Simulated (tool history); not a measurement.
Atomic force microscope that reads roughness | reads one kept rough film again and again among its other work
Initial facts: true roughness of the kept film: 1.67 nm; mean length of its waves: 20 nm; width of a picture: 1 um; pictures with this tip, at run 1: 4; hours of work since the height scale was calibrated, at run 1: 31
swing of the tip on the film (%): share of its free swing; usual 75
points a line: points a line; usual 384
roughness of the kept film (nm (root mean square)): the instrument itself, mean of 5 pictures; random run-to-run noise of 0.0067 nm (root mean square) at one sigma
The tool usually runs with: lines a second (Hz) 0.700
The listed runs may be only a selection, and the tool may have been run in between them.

run,hour,lines a second (Hz),swing of the tip on the film (%),points a line,pictures with this tip,hours of work since the height scale was calibrated,roughness of the kept film (nm (root mean square))
1,0.0,0.700,75,384,4,31,1.331
2,14.8,0.700,73,384,30,43,1.288
3,24.1,0.700,71,384,45,50,1.271
4,36.3,3.317,75,384,66,59,1.031
5,49.6,3.317,75,384,88,69,1.009
6,60.8,0.700,75,816,107,78,1.188
7,74.0,0.700,75,816,130,88,1.159
8,81.5,0.700,75,816,142,94,1.143
# hour 83.7: height scale calibrated on a step standard
9,94.7,0.700,75,816,163,8,1.121
10,103.1,0.700,56,282,177,15,1.112
11,117.2,0.700,75,962,201,26,1.081
# hour 126.9: new tip fitted
12,129.2,3.825,74,450,4,34,1.085
# hour 135.2: height scale calibrated on a step standard, once more
13,139.5,3.825,74,450,19,3,1.076
14,151.6,2.905,75,384,40,12,1.093
15,158.4,2.308,75,294,51,18,1.098

For each entry between runs, how does the tool's hidden state at the last listed run before it compare with that at the first listed run after it?
From run 8 to run 9: height scale calibrated on a step standard (hour 83.7)
  radius of the tip, nm: 23.2 -> 25; height scale over the true one, %: 0.15 -> 0.2
  measured less the result without the state, roughness of the kept film (nm (root mean square)): -0.213 -> -0.236
From run 11 to run 12: new tip fitted (hour 126.9)
  radius of the tip, nm: 28.6 -> 11.4; height scale over the true one, %: 0.22 -> 0.23
  measured less the result without the state, roughness of the kept film (nm (root mean square)): -0.280 -> -0.019
From run 12 to run 13: height scale calibrated on a step standard, once more (hour 135.2)
  radius of the tip, nm: 11.4 -> 12.8; height scale over the true one, %: 0.23 -> 0.16
  measured less the result without the state, roughness of the kept film (nm (root mean square)): -0.019 -> -0.041

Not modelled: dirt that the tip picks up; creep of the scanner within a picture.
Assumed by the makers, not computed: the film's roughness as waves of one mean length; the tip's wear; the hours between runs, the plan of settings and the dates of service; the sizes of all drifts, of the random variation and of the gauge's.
